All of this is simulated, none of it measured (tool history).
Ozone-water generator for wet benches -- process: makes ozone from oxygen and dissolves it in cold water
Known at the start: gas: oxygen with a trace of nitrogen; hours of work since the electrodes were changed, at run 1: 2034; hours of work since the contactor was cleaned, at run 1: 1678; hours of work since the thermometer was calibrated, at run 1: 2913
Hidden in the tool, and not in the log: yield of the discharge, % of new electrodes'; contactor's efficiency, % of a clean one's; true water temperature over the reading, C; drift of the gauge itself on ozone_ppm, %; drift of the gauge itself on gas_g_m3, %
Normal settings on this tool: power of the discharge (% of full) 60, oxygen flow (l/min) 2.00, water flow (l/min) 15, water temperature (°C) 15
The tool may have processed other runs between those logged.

run,hour,power of the discharge (% of full),oxygen flow (l/min),water flow (l/min),water temperature (°C),hours of work since the electrodes were changed,hours of work since the contactor was cleaned,hours of work since the thermometer was calibrated,dissolved ozone (ppm),ozone in the gas ahead of the water (g/m3)
1,0.0,60,2.00,15,15,2034,1678,2913,9.8,174.8
2,62.8,60,2.00,15,15,2072,1717,2952,9.5,175.5
3,153.4,60,2.00,11,15,2128,1772,3007,12.6,174.8
4,236.6,60,2.00,11,15,2179,1823,3058,12.4,174.7
5,335.9,60,2.00,15,18,2240,1884,3119,9.3,175.6
6,418.5,60,2.00,15,18,2290,1935,3170,9.4,174.5
7,476.3,60,2.00,15,16,2326,1970,3205,9.4,171.9
8,552.6,75,2.00,15,16,2372,2017,3252,11.0,203.0
9,645.9,45,2.00,15,16,2430,2074,3309,8.1,144.0
10,752.4,60,2.00,15,11,2495,2139,3374,9.9,172.2
11,799.3,62,2.06,15,13,2524,2168,3403,9.9,175.4
12,876.9,84,2.00,23,15,2571,2215,3451,7.9,215.1
13,978.8,60,2.00,14,14,2634,2278,3513,10.1,171.0
14,1039.2,47,1.40,19,19,2671,2315,3550,5.3,168.5
15,1134.5,65,1.40,19,12,2729,2373,3608,6.9,206.8
16,1226.0,60,2.10,15,13,2785,2429,3665,9.6,168.1
17,1273.4,60,2.10,19,10,2814,2458,3694,7.9,168.1
18,1356.7,82,1.29,15,9,2865,2509,3745,9.8,247.1
19,1415.1,41,1.39,24,8,2901,2545,3780,4.0,154.0

Consider 5 possible next runs. They are alternatives, not a sequence: every one starts from the tool as it was left by run 19. What does each give?
A,1479.3,44,1.39,24,8,2940,2584,3820,?,?
B,1479.3,71,2.00,15,12,2940,2584,3820,?,?
C,1479.3,53,2.00,20,20,2940,2584,3820,?,?
D,1479.3,79,1.39,15,22,2940,2584,3820,?,?
E,1479.3,41,2.99,24,8,2940,2584,3820,?,?

run,dissolved ozone (ppm),ozone in the gas ahead of the water (g/m3)
A,4.2,160.3
B,10.6,191.0
C,6.3,157.4
D,9.2,232.2
E,5.7,115.1
With the hidden condition removed and each run's random variation left untouched, the same runs would have given:
run,dissolved ozone (ppm),ozone in the gas ahead of the water (g/m3)
A,4.8,171.0
B,12.4,210.0
C,7.2,169.9
D,10.8,257.0
E,6.5,122.2
